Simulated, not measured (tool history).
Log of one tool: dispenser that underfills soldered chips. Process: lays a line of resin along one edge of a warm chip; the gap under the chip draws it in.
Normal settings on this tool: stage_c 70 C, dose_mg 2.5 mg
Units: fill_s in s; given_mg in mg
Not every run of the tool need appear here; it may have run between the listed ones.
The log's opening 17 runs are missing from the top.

run 18 hour=130.4 | stage_c=65 dose_mg=2.5 | fill_s=65.1 given_mg=2.42
-- hour=138.8 new syringe of resin
run 19 hour=140.9 | stage_c=65 dose_mg=2.5 | fill_s=55.8 given_mg=2.38
run 20 hour=149.9 | stage_c=61 dose_mg=2.43 | fill_s=84.4 given_mg=2.34
-- hour=153.9 new syringe of resin
run 21 hour=158.1 | stage_c=65 dose_mg=2.15 | fill_s=60.9 given_mg=2.06
run 22 hour=162.6 | stage_c=70 dose_mg=2.83 | fill_s=51 given_mg=2.68
run 23 hour=167.8 | stage_c=79 dose_mg=2.2 | fill_s=37.4 given_mg=2.12
-- hour=169.7 new syringe of resin
run 24 hour=177.4 | stage_c=79 dose_mg=2.2 | fill_s=33.2 given_mg=2.07
-- hour=184.9 new syringe of resin
run 25 hour=188.2 | stage_c=73 dose_mg=3.17 | fill_s=37.6 given_mg=3.01
run 26 hour=196.6 | stage_c=75 dose_mg=2.78 | fill_s=40.7 given_mg=2.65
-- hour=200.7 new syringe of resin
-- hour=204.7 dispensing valve cleaned and set on the balance
run 27 hour=205.1 | stage_c=75 dose_mg=2.78 | fill_s=34.5 given_mg=2.73
run 28 hour=210.1 | stage_c=81 dose_mg=2.14 | fill_s=29.8 given_mg=2.14
-- hour=217.1 new syringe of resin
run 29 hour=218.7 | stage_c=66 dose_mg=2.61 | fill_s=53.7 given_mg=2.58
run 30 hour=226.7 | stage_c=70 dose_mg=2.33 | fill_s=51.9 given_mg=2.3
-- hour=232.4 new syringe of resin
run 31 hour=232.4 | stage_c=64 dose_mg=2.97 | fill_s=57.2 given_mg=2.95
run 32 hour=238.5 | stage_c=64 dose_mg=2.97 | fill_s=63.6 given_mg=2.95
-- hour=247.5 new syringe of resin
run 33 hour=248.7 | stage_c=70 dose_mg=2.25 | fill_s=41.8 given_mg=2.21
run 34 hour=256.3 | stage_c=84 dose_mg=3.05 | fill_s=25.7 given_mg=3.02
-- hour=262.8 new syringe of resin
run 35 hour=262.8 | stage_c=84 dose_mg=3.05 | fill_s=20.4 given_mg=3
run 36 hour=272 | stage_c=84 dose_mg=3.05 | fill_s=25.5 given_mg=2.97

Forecast each of these 4 alternatives for the next run:
-- hour=278 new syringe of resin
run A hour=279.8 | stage_c=63 dose_mg=2.4 | fill_s=? given_mg=?
-- hour=278 new syringe of resin
run B hour=279.8 | stage_c=80 dose_mg=2.51 | fill_s=? given_mg=?
-- hour=278 new syringe of resin
run C hour=279.8 | stage_c=83 dose_mg=2.43 | fill_s=? given_mg=?
-- hour=278 new syringe of resin
run D hour=279.8 | stage_c=84 dose_mg=2.36 | fill_s=? given_mg=?

run=A fill_s=61.7 given_mg=2.36
run=B fill_s=26.4 given_mg=2.5
run=C fill_s=23.2 given_mg=2.4
run=D fill_s=22.5 given_mg=2.32
Without the tool's unlogged condition, the same runs would have read:
run=A fill_s=65.9 given_mg=2.41
run=B fill_s=28 given_mg=2.55
run=C fill_s=24.5 given_mg=2.44
run=D fill_s=23.8 given_mg=2.37
